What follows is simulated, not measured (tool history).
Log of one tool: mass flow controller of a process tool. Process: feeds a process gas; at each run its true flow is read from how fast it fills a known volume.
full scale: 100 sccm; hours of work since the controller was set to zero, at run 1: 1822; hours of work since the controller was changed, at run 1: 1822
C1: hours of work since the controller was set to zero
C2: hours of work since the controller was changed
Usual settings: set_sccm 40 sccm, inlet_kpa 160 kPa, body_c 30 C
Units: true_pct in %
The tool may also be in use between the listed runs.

{"run": 1, "hour": 0.0, "set_sccm": 40, "inlet_kpa": 160, "body_c": 30, "C1": 1822, "C2": 1822, "true_pct": 98.08}
{"run": 2, "hour": 429.0, "set_sccm": 98, "inlet_kpa": 160, "body_c": 30, "C1": 2001, "C2": 2001, "true_pct": 100.49}
{"run": 3, "hour": 822.4, "set_sccm": 40, "inlet_kpa": 160, "body_c": 30, "C1": 2166, "C2": 2166, "true_pct": 98.16}
{"run": 4, "hour": 1145.0, "set_sccm": 40, "inlet_kpa": 160, "body_c": 30, "C1": 2300, "C2": 2300, "true_pct": 98.12}
{"run": 5, "hour": 1570.3, "set_sccm": 40, "inlet_kpa": 160, "body_c": 30, "C1": 2478, "C2": 2478, "true_pct": 98.12}
{"run": 6, "hour": 1929.5, "set_sccm": 71, "inlet_kpa": 160, "body_c": 30, "C1": 2628, "C2": 2628, "true_pct": 99.58}
{"run": 7, "hour": 2306.3, "set_sccm": 40, "inlet_kpa": 160, "body_c": 30, "C1": 2786, "C2": 2786, "true_pct": 98.17}
{"run": 8, "hour": 2698.5, "set_sccm": 40, "inlet_kpa": 160, "body_c": 30, "C1": 2949, "C2": 2949, "true_pct": 98.14}
{"run": 9, "hour": 3059.2, "set_sccm": 40, "inlet_kpa": 160, "body_c": 30, "C1": 3100, "C2": 3100, "true_pct": 98.11}
{"run": 10, "hour": 3338.5, "set_sccm": 40, "inlet_kpa": 160, "body_c": 30, "C1": 3217, "C2": 3217, "true_pct": 98.17}
{"run": 11, "hour": 3615.1, "set_sccm": 17, "inlet_kpa": 272, "body_c": 24, "C1": 3332, "C2": 3332, "true_pct": 95.97}
{"run": 12, "hour": 4033.2, "set_sccm": 40, "inlet_kpa": 188, "body_c": 30, "C1": 3507, "C2": 3507, "true_pct": 98.31}
{"run": 13, "hour": 4266.7, "set_sccm": 40, "inlet_kpa": 188, "body_c": 30, "C1": 3605, "C2": 3605, "true_pct": 98.46}
{"run": 14, "hour": 4557.9, "set_sccm": 40, "inlet_kpa": 188, "body_c": 30, "C1": 3726, "C2": 3726, "true_pct": 98.5}
{"run": 15, "hour": 5000.9, "set_sccm": 40, "inlet_kpa": 188, "body_c": 30, "C1": 3911, "C2": 3911, "true_pct": 98.31}
{"run": 16, "hour": 5323.6, "set_sccm": 40, "inlet_kpa": 188, "body_c": 30, "C1": 4046, "C2": 4046, "true_pct": 98.26}
{"run": 17, "hour": 5680.8, "set_sccm": 40, "inlet_kpa": 175, "body_c": 32, "C1": 4195, "C2": 4195, "true_pct": 98.43}
{"run": 18, "hour": 5892.1, "set_sccm": 13, "inlet_kpa": 143, "body_c": 32, "C1": 4284, "C2": 4284, "true_pct": 93.87}
{"run": 19, "hour": 6190.0, "set_sccm": 82, "inlet_kpa": 160, "body_c": 30, "C1": 4408, "C2": 4408, "true_pct": 100.52}
{"run": 20, "hour": 6607.0, "set_sccm": 12, "inlet_kpa": 257, "body_c": 25, "C1": 4582, "C2": 4582, "true_pct": 93.42}

4 ways to go on from here, each from the tool as it stands after run 20. What would each give?
{"run": "A", "hour": 6814.0, "set_sccm": 17, "inlet_kpa": 149, "body_c": 23, "C1": 4669, "C2": 4669, "true_pct": "?"}
{"run": "B", "hour": 6814.0, "set_sccm": 40, "inlet_kpa": 160, "body_c": 31, "C1": 4669, "C2": 4669, "true_pct": "?"}
{"run": "C", "hour": 6814.0, "set_sccm": 30, "inlet_kpa": 160, "body_c": 30, "C1": 4669, "C2": 4669, "true_pct": "?"}
{"run": "D", "hour": 6814.0, "set_sccm": 15, "inlet_kpa": 240, "body_c": 25, "C1": 4669, "C2": 4669, "true_pct": "?"}

run=A true_pct=94.35
run=B true_pct=98.32
run=C true_pct=97.38
run=D true_pct=94.39
Without the tool's hidden state the same runs would have given:
run=A true_pct=96.78
run=B true_pct=98.26
run=C true_pct=97.93
run=D true_pct=97.4
